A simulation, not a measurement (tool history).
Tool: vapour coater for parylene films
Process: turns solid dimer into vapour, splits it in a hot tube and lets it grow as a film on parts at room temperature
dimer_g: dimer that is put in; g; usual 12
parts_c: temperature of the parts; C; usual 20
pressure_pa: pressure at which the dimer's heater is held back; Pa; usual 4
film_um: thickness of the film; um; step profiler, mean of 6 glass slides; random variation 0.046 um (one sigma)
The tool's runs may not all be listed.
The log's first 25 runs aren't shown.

| run | hour | dimer_g | parts_c | pressure_pa | film_um |
|---|---|---|---|---|---|
| 26 | 534.3 | 12 | 16 | 10.81 | 5.27 |
| 27 | 549.9 | 9 | 28 | 3.06 | 3.74 |
| 28 | 578.8 | 9 | 28 | 3.06 | 3.7 |
| 29 | 607.1 | 16 | 20 | 6.72 | 6.76 |
| 30 | 632 | 12 | 14 | 3.57 | 6.57 |
| 31 | 646.5 | 12 | 20 | 6.93 | 5.02 |
| 32 | 661.5 | 21 | 22 | 2.35 | 10.07 |
| 33 | 691.9 | 21 | 22 | 2.35 | 9.96 |
| 34 | 708.6 | 21 | 22 | 2.35 | 10 |
| 35 | 738.8 | 15 | 20 | 4 | 6.7 |
|  | 747.3 | trap's valve overhauled |
| 36 | 761.3 | 12 | 18 | 2.63 | 7.07 |
| 37 | 787.8 | 10 | 21 | 9.67 | 4.3 |
| 38 | 810.3 | 10 | 21 | 9.67 | 4.21 |
| 39 | 826.8 | 7 | 14 | 4.32 | 4.03 |
| 40 | 855.2 | 16 | 18 | 4 | 8.48 |
| 41 | 884.9 | 18 | 20 | 3.41 | 9.31 |

Run 42 comes next. What will it give?
| 42 | 914.7 | 15 | 23 | 4 | ? |

{"run 42": {"film_um": 6.79}}
Without the tool's hidden state the same run would have given film_um 7.12 um.
